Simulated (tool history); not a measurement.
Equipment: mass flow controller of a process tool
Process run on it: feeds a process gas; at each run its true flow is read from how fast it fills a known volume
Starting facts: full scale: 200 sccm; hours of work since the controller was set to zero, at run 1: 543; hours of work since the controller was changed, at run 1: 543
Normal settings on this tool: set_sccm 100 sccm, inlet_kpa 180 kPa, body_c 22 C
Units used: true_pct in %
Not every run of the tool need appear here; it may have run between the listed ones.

| run | hour | set_sccm | inlet_kpa | body_c | hours of work since the controller was set to zero | hours of work since the controller was changed | true_pct |
|---|---|---|---|---|---|---|---|
| 1 | 0 | 100 | 180 | 22 | 543 | 543 | 99.66 |
| 2 | 137.2 | 108 | 180 | 22 | 651 | 651 | 99.67 |
| 3 | 265.5 | 100 | 180 | 22 | 753 | 753 | 99.82 |
| 4 | 414.4 | 152 | 180 | 22 | 870 | 870 | 100.03 |
| 5 | 564.4 | 49 | 180 | 22 | 989 | 989 | 99.67 |
| 6 | 641.7 | 49 | 180 | 22 | 1050 | 1050 | 99.78 |
| 7 | 742.9 | 49 | 180 | 22 | 1129 | 1129 | 99.79 |
| 8 | 861.2 | 112 | 187 | 23 | 1223 | 1223 | 100.23 |
|  | 869.8 | controller's zero set anew |
| 9 | 1019.6 | 107 | 230 | 39 | 118 | 1347 | 101.09 |
| 10 | 1166.7 | 123 | 180 | 21 | 234 | 1464 | 100.29 |
| 11 | 1264.9 | 89 | 153 | 35 | 312 | 1541 | 100.78 |
|  | 1437.6 | controller's zero set anew, once more |
| 12 | 1447.6 | 100 | 192 | 29 | 8 | 1685 | 100.78 |

Alternative continuations, all from the tool just after run 12; predict every row:
| A | 1541 | 100 | 223 | 29 | 82 | 1759 | ? |
| B | 1541 | 168 | 259 | 31 | 82 | 1759 | ? |
| C | 1541 | 100 | 180 | 22 | 82 | 1759 | ? |
| D | 1541 | 100 | 192 | 32 | 82 | 1759 | ? |
| E | 1541 | 100 | 222 | 27 | 82 | 1759 | ? |

| run | true_pct |
|---|---|
| A | 100.85 |
| B | 101.27 |
| C | 100.44 |
| D | 101.01 |
| E | 100.81 |
Stripped of hidden state, with their random variation kept, the same runs would have yielded:
| run | true_pct |
|---|---|
| A | 100.01 |
| B | 100.4 |
| C | 99.61 |
| D | 100.18 |
| E | 99.98 |
